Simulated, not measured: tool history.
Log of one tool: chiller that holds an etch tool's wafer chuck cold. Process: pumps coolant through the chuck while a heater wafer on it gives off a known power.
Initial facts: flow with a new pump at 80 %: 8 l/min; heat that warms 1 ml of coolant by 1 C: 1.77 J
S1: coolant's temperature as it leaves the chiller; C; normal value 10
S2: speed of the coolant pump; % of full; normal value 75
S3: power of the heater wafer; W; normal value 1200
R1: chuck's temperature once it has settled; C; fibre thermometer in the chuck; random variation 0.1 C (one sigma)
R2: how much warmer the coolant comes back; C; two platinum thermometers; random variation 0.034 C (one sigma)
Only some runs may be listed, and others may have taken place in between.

run	hour	S1	S2	S3	R1	R2
1	0.0	10	75	1200	21.3	5.97
2	131.1	9	75	1200	20.4	5.99
3	285.6	10	97	1200	19.1	4.53
4	378.9	10	97	1200	19.0	4.46
5	549.2	10	97	1272	19.9	4.87
6	685.3	10	97	1272	19.9	4.78
7	839.6	10	97	1272	20.0	4.77
8	928.9	10	97	1272	19.9	4.78
9	1092.7	10	75	1200	21.6	6.13
10	1230.9	10	75	790	17.7	4.00
11	1398.8	10	75	790	17.9	4.01
12	1557.8	10	75	790	17.7	4.00
13	1703.1	10	75	790	17.9	4.02
14	1778.3	10	75	790	17.8	4.05
15	1872.9	10	75	1200	22.2	6.17
16	2021.6	10	75	1200	22.4	6.15
17	2190.7	10	75	1200	22.1	6.18
18	2269.0	10	75	1200	22.2	6.17
19	2389.7	10	75	1200	22.1	6.22
20	2536.1	10	75	1536	25.7	7.93
21	2614.2	10	75	1536	25.5	8.00
22	2783.8	16	75	1516	31.5	7.80
23	2866.7	4	100	1195	13.6	4.55
24	3010.3	17	80	1208	28.7	5.86
25	3119.7	17	80	1208	29.1	5.91
26	3280.4	12	64	1200	26.6	7.52
27	3374.8	10	75	1169	20.3	6.08
28	3451.4	10	75	1169	20.3	6.17
29	3543.1	20	71	1169	30.7	6.54
30	3656.9	20	71	1169	30.9	6.58
31	3736.2	20	65	664	26.7	4.07
32	3846.8	6	81	1245	16.4	6.07
33	3965.7	6	81	880	13.4	4.34

Put back what was entered between runs (2 entries, withheld): which listed runs does each sit between, and how does the hidden state differ from the listed run before to the listed run after?
In the gap between runs 16 and 17: chiller's thermometer calibrated (hour 2078.5)
  heat passed by the chuck's channels, % of clean ones': 78.4 -> 78; flow at a given pump speed, % of a new pump's: 88.4 -> 88.1; coolant's true temperature over the reading, C: 0.11 -> 0.03
  measured less the result without the state, R1: +2.9 -> +2.8 C; R2: +0.72 -> +0.74 C
In the gap between runs 26 and 27: coolant changed, channels flushed (hour 3353.4)
  heat passed by the chuck's channels, % of clean ones': 75.3 -> 99.5; flow at a given pump speed, % of a new pump's: 86.5 -> 86.4
  measured less the result without the state, R1: +3.8 -> +1.2 C; R2: +1.02 -> +0.83 C

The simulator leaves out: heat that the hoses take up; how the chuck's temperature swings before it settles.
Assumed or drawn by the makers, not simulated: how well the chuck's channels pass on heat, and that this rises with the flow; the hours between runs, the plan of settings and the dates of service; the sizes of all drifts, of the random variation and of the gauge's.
